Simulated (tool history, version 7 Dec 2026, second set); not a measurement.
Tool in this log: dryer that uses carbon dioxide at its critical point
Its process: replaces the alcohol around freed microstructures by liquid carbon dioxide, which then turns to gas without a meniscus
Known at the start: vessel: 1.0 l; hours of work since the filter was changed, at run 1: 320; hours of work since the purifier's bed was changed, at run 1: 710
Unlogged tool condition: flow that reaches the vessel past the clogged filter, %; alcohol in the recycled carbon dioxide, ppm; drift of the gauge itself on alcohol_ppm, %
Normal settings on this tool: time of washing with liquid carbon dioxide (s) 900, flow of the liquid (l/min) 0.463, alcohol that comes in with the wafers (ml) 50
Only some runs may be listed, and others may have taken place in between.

| run | hour | time of washing with liquid carbon dioxide (s) | flow of the liquid (l/min) | alcohol that comes in with the wafers (ml) | hours of work since the filter was changed | hours of work since the purifier's bed was changed | alcohol left in the vessel before it's heated (ppm by volume) |
|---|---|---|---|---|---|---|---|
| 1 | 0.0 | 900 | 0.463 | 50 | 320 | 710 | 501 |
| 2 | 20.9 | 900 | 0.463 | 50 | 333 | 723 | 515 |
| 3 | 55.3 | 900 | 0.463 | 50 | 354 | 744 | 536 |
|  | 87.6 | inlet filter changed |
| 4 | 98.4 | 900 | 0.463 | 50 | 6 | 769 | 400 |
| 5 | 126.3 | 900 | 0.463 | 50 | 23 | 786 | 397 |
| 6 | 163.5 | 900 | 0.463 | 31 | 46 | 808 | 336 |
| 7 | 186.8 | 900 | 0.463 | 31 | 60 | 822 | 359 |
| 8 | 223.4 | 900 | 0.463 | 50 | 82 | 844 | 443 |
| 9 | 244.1 | 720 | 0.577 | 22 | 94 | 857 | 326 |

The next listed run, before its measurement:
| 10 | 280.7 | 720 | 0.577 | 22 | 116 | 879 | ? |

{"run 10": {"alcohol left in the vessel before it's heated (ppm by volume)": 344}}
With no hidden state in the tool, this same run would have given alcohol left in the vessel before it's heated (ppm by volume) 88.

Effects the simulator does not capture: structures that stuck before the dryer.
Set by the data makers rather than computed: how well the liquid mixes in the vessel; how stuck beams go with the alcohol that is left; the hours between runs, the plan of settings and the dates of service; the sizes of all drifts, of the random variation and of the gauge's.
